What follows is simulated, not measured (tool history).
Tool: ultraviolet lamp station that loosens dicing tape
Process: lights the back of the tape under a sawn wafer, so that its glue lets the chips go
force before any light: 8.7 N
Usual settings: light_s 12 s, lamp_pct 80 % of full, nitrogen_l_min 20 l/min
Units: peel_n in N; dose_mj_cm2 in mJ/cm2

run,day,light_s,lamp_pct,nitrogen_l_min,peel_n,dose_mj_cm2
1,0.000,12,80,20,1.397,227
2,0.321,12,80,20,1.341,229
3,0.550,12,80,20,1.313,228
4,0.800,12,80,20,1.359,226
5,1.183,12,92,20,1.083,261
6,1.546,12,92,16,1.269,257
7,1.771,12,80,20,1.446,222
8,2.012,12,80,10,2.069,222
9,2.175,12,86,10,1.977,239
10,2.538,12,80,25,1.273,219
11,2.904,12,80,25,1.276,216
12,3.254,12,80,20,1.499,217
13,3.650,12,80,20,1.472,213
14,3.908,12,80,20,1.410,217
15,4.246,17,80,20,0.755,304
# day 4.300: window cleaned of glue's vapour
16,4.454,12,61,20,1.685,202
17,4.829,12,61,20,1.739,204
18,5.121,12,61,20,1.718,197
19,5.450,14,61,20,1.342,232
20,5.617,14,61,20,1.344,238
21,5.942,12,81,20,1.048,262
22,6.238,12,81,20,1.069,260
23,6.596,12,81,20,1.039,262
24,6.896,19,75,7,1.052,378
25,7.071,6,80,20,3.046,127
26,7.429,12,80,16,1.225,252
27,7.683,9,62,20,2.594,146
28,7.954,9,62,20,2.677,148
29,8.150,11,74,6,2.673,219
30,8.421,22,61,6,1.370,347
31,8.779,23,61,7,1.123,366
32,9.117,24,80,22,0.197,504
33,9.325,10,89,20,1.401,228
34,9.692,13,80,20,1.001,267
35,9.917,13,80,6,2.173,262
36,10.167,13,80,6,2.126,265
37,10.550,13,80,6,2.173,261
38,10.779,13,80,6,2.145,260
39,10.983,17,65,17,1.005,280
40,11.308,9,87,11,2.397,195
41,11.662,12,100,9,1.345,297
42,11.912,12,100,9,1.391,297
43,12.267,18,75,16,0.735,333

Forecast each of these 3 alternatives for the next run:
A,12.450,8,80,20,?,?
B,12.450,12,93,20,?,?
C,12.450,12,81,20,?,?

run,peel_n,dose_mj_cm2
A,2.384,157
B,0.950,273
C,1.228,237
Without the tool's hidden state the same runs would have given:
run,peel_n,dose_mj_cm2
A,1.842,189
B,0.622,329
C,0.841,285

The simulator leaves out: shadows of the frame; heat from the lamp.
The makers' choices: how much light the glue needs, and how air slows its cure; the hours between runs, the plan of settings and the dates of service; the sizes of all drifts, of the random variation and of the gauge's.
